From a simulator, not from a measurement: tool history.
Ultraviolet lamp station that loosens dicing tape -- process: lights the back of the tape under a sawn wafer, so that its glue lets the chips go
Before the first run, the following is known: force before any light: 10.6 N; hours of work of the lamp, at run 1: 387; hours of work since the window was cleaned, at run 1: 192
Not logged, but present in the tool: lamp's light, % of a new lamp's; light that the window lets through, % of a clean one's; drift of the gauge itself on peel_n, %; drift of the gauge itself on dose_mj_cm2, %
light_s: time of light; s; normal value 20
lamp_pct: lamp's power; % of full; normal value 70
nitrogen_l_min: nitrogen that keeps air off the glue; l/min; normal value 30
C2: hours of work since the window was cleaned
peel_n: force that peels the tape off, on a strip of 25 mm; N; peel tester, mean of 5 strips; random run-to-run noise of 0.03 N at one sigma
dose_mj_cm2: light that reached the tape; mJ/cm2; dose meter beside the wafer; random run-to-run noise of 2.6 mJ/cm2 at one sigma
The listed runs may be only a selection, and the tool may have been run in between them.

Run 1, hour 0: usual settings; hours of work of the lamp 387; C2 192. Result: peel_n 1.814 N, dose_mj_cm2 291 mJ/cm2.
Run 2, hour 15.3: usual settings; hours of work of the lamp 397; C2 201. Result: peel_n 1.814 N, dose_mj_cm2 291 mJ/cm2.
Run 3, hour 36: usual settings; hours of work of the lamp 410; C2 214. Result: peel_n 1.891 N, dose_mj_cm2 290 mJ/cm2.
Run 4, hour 52.6: usual settings; hours of work of the lamp 420; C2 225. Result: peel_n 1.823 N, dose_mj_cm2 293 mJ/cm2.
Run 5, hour 65.7: usual settings; hours of work of the lamp 428; C2 233. Result: peel_n 1.909 N, dose_mj_cm2 290 mJ/cm2.
Run 6, hour 93.5: usual settings; hours of work of the lamp 445; C2 250. Result: peel_n 1.877 N, dose_mj_cm2 284 mJ/cm2.
Run 7, hour 105.1: usual settings; hours of work of the lamp 452; C2 257. Result: peel_n 1.86 N, dose_mj_cm2 290 mJ/cm2.
Run 8, hour 122: usual settings; hours of work of the lamp 463; C2 268. Result: peel_n 1.981 N, dose_mj_cm2 282 mJ/cm2.
Run 9, hour 140.5: usual settings; hours of work of the lamp 474; C2 279. Result: peel_n 1.916 N, dose_mj_cm2 285 mJ/cm2.
Run 10, hour 163.3: usual settings; hours of work of the lamp 489; C2 294. Result: peel_n 2.053 N, dose_mj_cm2 280 mJ/cm2.
Run 11, hour 175.2: usual settings; hours of work of the lamp 496; C2 301. Result: peel_n 1.976 N, dose_mj_cm2 284 mJ/cm2.
Run 12, hour 198.1: usual settings but lamp_pct 76 % of full, nitrogen_l_min 12 l/min; hours of work of the lamp 510; C2 315. Result: peel_n 2.587 N, dose_mj_cm2 302 mJ/cm2.

What will run 13 give?
Run 13, hour 216.6: usual settings but light_s 27 s, lamp_pct 81 % of full, nitrogen_l_min 14 l/min; hours of work of the lamp 522; C2 327. Result: peel_n ?, dose_mj_cm2 ?.

peel_n: 1.357 N
dose_mj_cm2: 431 mJ/cm2
Had the tool carried no hidden state, the very same run would have given peel_n 0.944 N, dose_mj_cm2 514 mJ/cm2.

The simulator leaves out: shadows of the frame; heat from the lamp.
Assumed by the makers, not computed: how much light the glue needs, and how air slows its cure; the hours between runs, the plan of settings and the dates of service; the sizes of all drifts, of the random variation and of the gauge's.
